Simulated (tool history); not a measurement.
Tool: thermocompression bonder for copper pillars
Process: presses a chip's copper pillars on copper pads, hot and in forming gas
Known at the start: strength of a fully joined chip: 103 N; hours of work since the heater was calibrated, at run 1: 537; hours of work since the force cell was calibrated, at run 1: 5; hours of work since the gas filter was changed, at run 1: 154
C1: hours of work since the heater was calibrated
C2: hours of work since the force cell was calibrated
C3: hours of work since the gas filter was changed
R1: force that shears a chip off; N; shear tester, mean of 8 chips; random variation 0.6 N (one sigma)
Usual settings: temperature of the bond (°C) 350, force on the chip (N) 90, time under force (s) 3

{"run": 1, "day": 0.0, "temperature of the bond (°C)": 350, "force on the chip (N)": 90, "time under force (s)": 3, "C1": 537, "C2": 5, "C3": 154, "R1": 53.0}
{"run": 2, "day": 1.617, "temperature of the bond (°C)": 350, "force on the chip (N)": 90, "time under force (s)": 3, "C1": 565, "C2": 33, "C3": 181, "R1": 52.4}
{"run": 3, "day": 4.983, "temperature of the bond (°C)": 350, "force on the chip (N)": 90, "time under force (s)": 3, "C1": 624, "C2": 92, "C3": 240, "R1": 51.0}
{"run": 4, "day": 7.45, "temperature of the bond (°C)": 350, "force on the chip (N)": 90, "time under force (s)": 8, "C1": 666, "C2": 134, "C3": 283, "R1": 66.8}
{"run": 5, "day": 10.188, "temperature of the bond (°C)": 350, "force on the chip (N)": 90, "time under force (s)": 8, "C1": 714, "C2": 182, "C3": 330, "R1": 66.1}
{"day": 11.117, "done": "forming gas filter changed"}
{"run": 6, "day": 13.167, "temperature of the bond (°C)": 350, "force on the chip (N)": 107, "time under force (s)": 8, "C1": 765, "C2": 233, "C3": 36, "R1": 76.0}
{"run": 7, "day": 16.508, "temperature of the bond (°C)": 350, "force on the chip (N)": 107, "time under force (s)": 8, "C1": 823, "C2": 291, "C3": 93, "R1": 74.9}
{"run": 8, "day": 19.683, "temperature of the bond (°C)": 331, "force on the chip (N)": 107, "time under force (s)": 8, "C1": 878, "C2": 346, "C3": 148, "R1": 62.0}
{"run": 9, "day": 22.467, "temperature of the bond (°C)": 331, "force on the chip (N)": 107, "time under force (s)": 8, "C1": 926, "C2": 394, "C3": 197, "R1": 62.4}
{"run": 10, "day": 24.738, "temperature of the bond (°C)": 331, "force on the chip (N)": 99, "time under force (s)": 8, "C1": 965, "C2": 433, "C3": 236, "R1": 58.8}
{"run": 11, "day": 26.879, "temperature of the bond (°C)": 331, "force on the chip (N)": 99, "time under force (s)": 8, "C1": 1002, "C2": 470, "C3": 273, "R1": 59.0}
{"run": 12, "day": 29.325, "temperature of the bond (°C)": 350, "force on the chip (N)": 90, "time under force (s)": 3, "C1": 1045, "C2": 513, "C3": 315, "R1": 48.9}
{"day": 30.979, "done": "forming gas filter changed"}
{"run": 13, "day": 32.796, "temperature of the bond (°C)": 350, "force on the chip (N)": 90, "time under force (s)": 3, "C1": 1104, "C2": 572, "C3": 31, "R1": 54.9}
{"run": 14, "day": 35.2, "temperature of the bond (°C)": 357, "force on the chip (N)": 90, "time under force (s)": 3, "C1": 1146, "C2": 614, "C3": 73, "R1": 58.2}
{"run": 15, "day": 38.8, "temperature of the bond (°C)": 350, "force on the chip (N)": 90, "time under force (s)": 3, "C1": 1208, "C2": 676, "C3": 135, "R1": 54.5}
{"run": 16, "day": 41.717, "temperature of the bond (°C)": 350, "force on the chip (N)": 90, "time under force (s)": 5, "C1": 1259, "C2": 727, "C3": 186, "R1": 60.4}
{"run": 17, "day": 44.962, "temperature of the bond (°C)": 350, "force on the chip (N)": 90, "time under force (s)": 5, "C1": 1315, "C2": 783, "C3": 242, "R1": 59.1}
{"run": 18, "day": 47.475, "temperature of the bond (°C)": 350, "force on the chip (N)": 80, "time under force (s)": 5, "C1": 1359, "C2": 826, "C3": 286, "R1": 56.5}
{"day": 50.729, "done": "forming gas filter changed"}
{"run": 19, "day": 50.746, "temperature of the bond (°C)": 350, "force on the chip (N)": 90, "time under force (s)": 2, "C1": 1415, "C2": 883, "C3": 0, "R1": 48.1}
{"run": 20, "day": 53.35, "temperature of the bond (°C)": 358, "force on the chip (N)": 64, "time under force (s)": 3, "C1": 1460, "C2": 928, "C3": 45, "R1": 48.9}
{"run": 21, "day": 54.908, "temperature of the bond (°C)": 350, "force on the chip (N)": 90, "time under force (s)": 5, "C1": 1487, "C2": 955, "C3": 72, "R1": 63.5}
{"run": 22, "day": 57.562, "temperature of the bond (°C)": 350, "force on the chip (N)": 90, "time under force (s)": 4, "C1": 1533, "C2": 1001, "C3": 118, "R1": 58.1}
{"run": 23, "day": 59.342, "temperature of the bond (°C)": 350, "force on the chip (N)": 94, "time under force (s)": 5, "C1": 1564, "C2": 1032, "C3": 149, "R1": 63.7}
{"run": 24, "day": 61.196, "temperature of the bond (°C)": 338, "force on the chip (N)": 102, "time under force (s)": 5, "C1": 1596, "C2": 1064, "C3": 181, "R1": 56.9}
{"day": 62.138, "done": "force cell calibrated"}
{"run": 25, "day": 64.758, "temperature of the bond (°C)": 338, "force on the chip (N)": 102, "time under force (s)": 2, "C1": 1656, "C2": 45, "C3": 242, "R1": 39.6}
{"run": 26, "day": 67.467, "temperature of the bond (°C)": 367, "force on the chip (N)": 90, "time under force (s)": 3, "C1": 1703, "C2": 92, "C3": 289, "R1": 56.4}
{"day": 68.075, "done": "heater calibrated with a thermocouple chip"}
{"run": 27, "day": 69.479, "temperature of the bond (°C)": 367, "force on the chip (N)": 90, "time under force (s)": 3, "C1": 24, "C2": 126, "C3": 322, "R1": 60.3}
{"day": 70.688, "done": "forming gas filter changed"}
{"run": 28, "day": 71.446, "temperature of the bond (°C)": 364, "force on the chip (N)": 95, "time under force (s)": 7, "C1": 58, "C2": 159, "C3": 13, "R1": 81.0}
{"run": 29, "day": 74.5, "temperature of the bond (°C)": 364, "force on the chip (N)": 95, "time under force (s)": 7, "C1": 111, "C2": 212, "C3": 66, "R1": 80.5}
{"run": 30, "day": 76.608, "temperature of the bond (°C)": 350, "force on the chip (N)": 90, "time under force (s)": 6, "C1": 147, "C2": 249, "C3": 102, "R1": 67.6}
{"run": 31, "day": 79.958, "temperature of the bond (°C)": 354, "force on the chip (N)": 56, "time under force (s)": 2, "C1": 205, "C2": 307, "C3": 160, "R1": 36.8}
{"run": 32, "day": 82.2, "temperature of the bond (°C)": 354, "force on the chip (N)": 54, "time under force (s)": 4, "C1": 244, "C2": 346, "C3": 199, "R1": 46.2}
{"run": 33, "day": 84.196, "temperature of the bond (°C)": 337, "force on the chip (N)": 58, "time under force (s)": 3, "C1": 279, "C2": 380, "C3": 234, "R1": 34.6}
{"run": 34, "day": 87.842, "temperature of the bond (°C)": 334, "force on the chip (N)": 63, "time under force (s)": 3, "C1": 342, "C2": 443, "C3": 297, "R1": 34.4}
{"run": 35, "day": 89.625, "temperature of the bond (°C)": 350, "force on the chip (N)": 90, "time under force (s)": 8, "C1": 373, "C2": 474, "C3": 328, "R1": 67.1}
{"day": 90.458, "done": "forming gas filter changed"}
{"run": 36, "day": 91.192, "temperature of the bond (°C)": 350, "force on the chip (N)": 90, "time under force (s)": 3, "C1": 400, "C2": 501, "C3": 13, "R1": 56.0}
{"run": 37, "day": 93.721, "temperature of the bond (°C)": 325, "force on the chip (N)": 55, "time under force (s)": 5, "C1": 443, "C2": 545, "C3": 56, "R1": 36.8}
{"run": 38, "day": 96.55, "temperature of the bond (°C)": 341, "force on the chip (N)": 90, "time under force (s)": 3, "C1": 492, "C2": 594, "C3": 105, "R1": 48.9}

Some steps in R1 between neighbouring runs. How much of each would the tool show without its hidden state too (settings, what came in, random variation), and how much is left for the hidden state, with any gauge scatter that isn't in both results?
The hidden state here: true temperature of the bond over the reading, C; force that reaches the chip, % of what is set; oxide that the forming gas leaves, % of the face; drift of the gauge itself on shear_n, %.
Run 5 -> 6: force on the chip (N) 90 -> 107, forming gas filter changed. R1 +9.9 N: hidden state +6.5, all else +3.4.
Run 27 -> 28: temperature of the bond (°C) 367 -> 364, force on the chip (N) 90 -> 95, time under force (s) 3 -> 7, forming gas filter changed. R1 +20.7 N: hidden state +6.7, all else +14.0.
Run 30 -> 31: temperature of the bond (°C) 350 -> 354, force on the chip (N) 90 -> 56, time under force (s) 6 -> 2. R1 -30.8 N: hidden state +0.3, all else -31.1.
Run 34 -> 35: temperature of the bond (°C) 334 -> 350, force on the chip (N) 63 -> 90, time under force (s) 3 -> 8. R1 +32.7 N: hidden state -4.4, all else +37.1.
Run 35 -> 36: time under force (s) 8 -> 3, forming gas filter changed. R1 -11.1 N: hidden state +8.2, all else -19.3.
